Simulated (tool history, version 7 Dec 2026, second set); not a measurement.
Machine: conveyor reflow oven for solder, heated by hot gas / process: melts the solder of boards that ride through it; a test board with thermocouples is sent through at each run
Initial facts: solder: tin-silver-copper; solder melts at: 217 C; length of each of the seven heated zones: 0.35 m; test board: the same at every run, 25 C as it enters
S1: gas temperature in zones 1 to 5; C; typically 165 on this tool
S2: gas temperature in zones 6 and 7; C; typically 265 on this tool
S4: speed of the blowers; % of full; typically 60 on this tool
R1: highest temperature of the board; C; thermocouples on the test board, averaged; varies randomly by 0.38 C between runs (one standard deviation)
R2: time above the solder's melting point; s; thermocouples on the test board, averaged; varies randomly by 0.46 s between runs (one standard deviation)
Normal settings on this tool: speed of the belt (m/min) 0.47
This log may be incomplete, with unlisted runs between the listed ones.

Run 1, hour 0: usual settings. Result: R1 249.2 C, R2 61.3 s.
Run 2, hour 18.5: usual settings but speed of the belt (m/min) 0.435. Result: R1 252.2 C, R2 69.8 s.
Run 3, hour 42.6: usual settings but speed of the belt (m/min) 0.435. Result: R1 252.2 C, R2 69.1 s.
At hour 67.7: thermocouples of zones 6 and 7 changed.
Run 4, hour 69: usual settings but speed of the belt (m/min) 0.404. Result: R1 251.5 C, R2 75.6 s.
Run 5, hour 79.8: usual settings but speed of the belt (m/min) 0.404. Result: R1 252.2 C, R2 75.3 s.
Run 6, hour 89.7: usual settings but speed of the belt (m/min) 0.404. Result: R1 252 C, R2 76.5 s.
Run 7, hour 110.2: usual settings but speed of the belt (m/min) 0.404. Result: R1 252.4 C, R2 77.3 s.
Run 8, hour 134.7: usual settings but speed of the belt (m/min) 0.475. Result: R1 246.5 C, R2 57.8 s.
At hour 141.7: flux residue cleaned out of gas plates and filters.
Run 9, hour 160.8: usual settings. Result: R1 247.2 C, R2 58.4 s.
Run 10, hour 179.1: usual settings. Result: R1 246.6 C, R2 58.3 s.
Run 11, hour 193.1: usual settings. Result: R1 247 C, R2 58.9 s.
Run 12, hour 209: usual settings. Result: R1 246.5 C, R2 58.6 s.
Run 13, hour 232.3: usual settings. Result: R1 246 C, R2 58.1 s.
Run 14, hour 243.3: usual settings. Result: R1 246.9 C, R2 57.2 s.
Run 15, hour 264.9: usual settings. Result: R1 246.5 C, R2 58.3 s.
At hour 286: flux residue cleaned out of gas plates and filters, once more.
Run 16, hour 288.2: usual settings but S1 158 C, S4 54 % of full. Result: R1 246 C, R2 55.8 s.
Run 17, hour 302: usual settings but S1 166 C, S4 75 % of full. Result: R1 253.4 C, R2 66.1 s.
Run 18, hour 311.9: usual settings but S1 170 C, S2 266 C, S4 69 % of full. Result: R1 253.2 C, R2 68.1 s.
Run 19, hour 336.2: usual settings but speed of the belt (m/min) 0.439. Result: R1 251.1 C, R2 68.4 s.
Run 20, hour 349.3: usual settings but S2 274 C, speed of the belt (m/min) 0.549, S4 70 % of full. Result: R1 254 C, R2 56.1 s.
Run 21, hour 370.3: usual settings but S2 274 C, speed of the belt (m/min) 0.549, S4 70 % of full. Result: R1 254.7 C, R2 56.6 s.
Run 22, hour 382: usual settings but S2 274 C, speed of the belt (m/min) 0.549, S4 70 % of full. Result: R1 254 C, R2 55.1 s.
Run 23, hour 406.7: usual settings but speed of the belt (m/min) 0.502. Result: R1 247 C, R2 54.1 s.
Run 24, hour 429.7: usual settings but speed of the belt (m/min) 0.395. Result: R1 254.2 C, R2 81.1 s.
Run 25, hour 445.7: usual settings but speed of the belt (m/min) 0.395. Result: R1 254.2 C, R2 80.3 s.
Run 26, hour 456.2: usual settings but speed of the belt (m/min) 0.395. Result: R1 254.6 C, R2 80.1 s.
Run 27, hour 472.2: usual settings but S1 172 C, S2 277 C, S4 65 % of full. Result: R1 262.1 C, R2 74.9 s.
Run 28, hour 482.3: usual settings but S1 153 C, S2 261 C, speed of the belt (m/min) 0.502, S4 78 % of full. Result: R1 245.6 C, R2 51.7 s.
Run 29, hour 496.7: usual settings but S1 153 C, S2 261 C, speed of the belt (m/min) 0.502, S4 78 % of full. Result: R1 245.8 C, R2 51.1 s.
Run 30, hour 507.5: usual settings but S1 153 C, S2 271 C, speed of the belt (m/min) 0.502, S4 80 % of full. Result: R1 254.8 C, R2 60.1 s.

Below, some changes in R1 between adjacent runs. For each, the amount present without the hidden state too (settings, incoming material, random variation) and the amount remaining for the hidden state with gauge scatter not shared by both compared results:
The hidden state here: heat that the gas passes to the board, % of a clean oven's; belt's true speed, % of the reading; true gas temperature in zones 6 and 7 over the reading, C; drift of the gauge itself on peak_c, C; drift of the gauge itself on liquid_s, %.
Run 3 -> 4: speed of the belt (m/min) 0.435 -> 0.404, thermocouples of zones 6 and 7 changed. R1 -0.7 C: hidden state -1.4, all else +0.7.
Run 7 -> 8: speed of the belt (m/min) 0.404 -> 0.475. R1 -5.9 C: hidden state -0.4, all else -5.5.
Run 15 -> 16: S1 165 -> 158, S4 60 -> 54, flux residue cleaned out of gas plates and filters, once more. R1 -0.5 C: hidden state +2.9, all else -3.4.
Run 26 -> 27: S1 165 -> 172, S2 265 -> 277, speed of the belt (m/min) 0.395 -> 0.47, S4 60 -> 65. R1 +7.5 C: hidden state -0.2, all else +7.7.
Run 27 -> 28: S1 172 -> 153, S2 277 -> 261, speed of the belt (m/min) 0.47 -> 0.502, S4 65 -> 78. R1 -16.5 C: hidden state -0.3, all else -16.2.
Run 29 -> 30: S2 261 -> 271, S4 78 -> 80. R1 +9 C: hidden state -0.2, all else +9.2.
